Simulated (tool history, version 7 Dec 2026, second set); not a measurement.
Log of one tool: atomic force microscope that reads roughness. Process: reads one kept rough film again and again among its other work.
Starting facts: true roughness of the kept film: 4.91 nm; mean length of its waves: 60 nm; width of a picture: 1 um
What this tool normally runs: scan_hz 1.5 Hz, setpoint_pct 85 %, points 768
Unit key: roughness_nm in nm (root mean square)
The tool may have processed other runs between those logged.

run    day  scan_hz  setpoint_pct  points  roughness_nm
  1      0      1.5            85     768         4.168
     0.217  -- new tip fitted
  2  0.379      1.5            85     768         4.505
  3    0.8      1.5            85     768         4.451
  4  1.275      1.5            85     293         4.394
  5   1.95     0.67            85     293          4.44
  6  2.558     0.67            85     293         4.388
  7  3.075     0.83            85     293         4.305
  8  3.721      1.5            85     631         4.161
     3.871  -- new tip fitted
  9  4.025      1.5            85     631         4.539
 10  4.429     0.91            76     341         4.579
 11  4.846      1.7            85     768         4.397
 12  5.479     3.43            63     352         4.405
 13  6.104     3.43            63     352          4.35
 14  6.467        1            82     548         4.379
 15  7.138        1            82     548         4.293
      7.55  -- new tip fitted
 16  7.792     1.55            68     399         4.599
 17  8.104     0.94            80     523         4.572

Difference, measured minus no-hidden-state, one row per run. Run-to-run variation is common to both terms; the gauge's own scatter need not be:
Hidden state present: radius of the tip, nm; height scale over the true one, %; drift of the gauge itself on roughness_nm, %.
run  roughness_nm
  1        -0.351
  2         -0.01
  3        -0.058
  4        -0.107
  5        -0.176
  6        -0.239
  7        -0.285
  8         -0.34
  9        +0.004
 10         -0.04
 11        -0.083
 12        -0.157
 13        -0.224
 14        -0.263
 15        -0.321
 16         -0.01
 17        -0.039
